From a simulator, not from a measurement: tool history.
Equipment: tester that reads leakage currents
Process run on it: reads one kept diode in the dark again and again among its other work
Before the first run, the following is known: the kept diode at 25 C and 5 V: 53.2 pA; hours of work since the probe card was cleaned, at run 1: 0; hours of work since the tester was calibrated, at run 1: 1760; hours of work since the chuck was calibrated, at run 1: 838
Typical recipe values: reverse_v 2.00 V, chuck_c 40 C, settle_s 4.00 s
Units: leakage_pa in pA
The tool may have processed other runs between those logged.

run	hour	reverse_v	chuck_c	settle_s	hours of work since the probe card was cleaned	hours of work since the tester was calibrated	hours of work since the chuck was calibrated	leakage_pa
1	0.0	2.00	40	4.00	0	1760	838	108.47
2	147.6	7.63	40	4.00	77	1837	915	190.18
3	245.5	7.63	40	4.00	127	1888	965	189.45
4	353.8	7.63	40	4.00	184	1944	1022	189.85
# hour 448.4: chuck's temperature calibrated
5	464.4	7.63	40	4.00	240	2000	8	190.58
6	556.6	7.63	40	4.00	288	2048	56	190.65
7	699.7	2.00	40	4.00	362	2123	130	107.95
8	778.0	2.00	40	4.00	403	2163	171	107.95
9	906.3	2.56	40	4.00	469	2230	238	120.37
10	1048.6	2.56	40	4.00	543	2304	312	119.27
11	1202.8	2.56	30	4.00	623	2384	392	58.77
12	1287.0	2.00	40	4.00	667	2427	435	107.98
13	1387.2	2.00	40	4.00	719	2479	487	108.51
14	1500.2	2.00	40	4.00	778	2538	546	108.66
15	1594.2	2.00	40	4.00	827	2587	595	108.18
16	1746.5	1.66	40	4.00	906	2666	674	100.02
17	1856.1	2.00	40	4.00	962	2723	731	108.02
# hour 1978.4: probe card cleaned and baked
18	1989.3	6.24	40	4.00	6	2790	798	174.37
19	2099.5	7.44	40	4.00	63	2848	856	187.78
20	2240.0	7.44	40	4.00	136	2921	928	188.55
21	2370.9	7.44	40	6.54	204	2988	996	187.79
22	2491.3	1.65	39	4.00	266	3051	1059	92.94
# hour 2508.0: chuck's temperature calibrated
23	2599.3	1.65	39	4.00	321	3106	47	93.01
24	2739.0	4.03	39	4.00	394	3179	120	136.10
25	2880.8	8.55	40	1.16	467	3252	194	200.81
26	2980.6	2.00	46	2.33	519	3304	245	162.25
27	3115.1	2.00	46	2.33	589	3374	315	162.38
28	3200.1	2.00	27	4.00	633	3418	359	42.24
29	3295.2	2.00	27	4.00	683	3467	409	42.35
30	3365.7	2.00	27	4.00	719	3504	445	42.37

What will run 31 give?
31	3462.3	2.00	27	4.00	769	3554	495	?

Run 31 produced leakage_pa 42.25 pA.
If the tool had no hidden condition, the same run with the same run-to-run variation would have returned leakage_pa 42.23 pA.
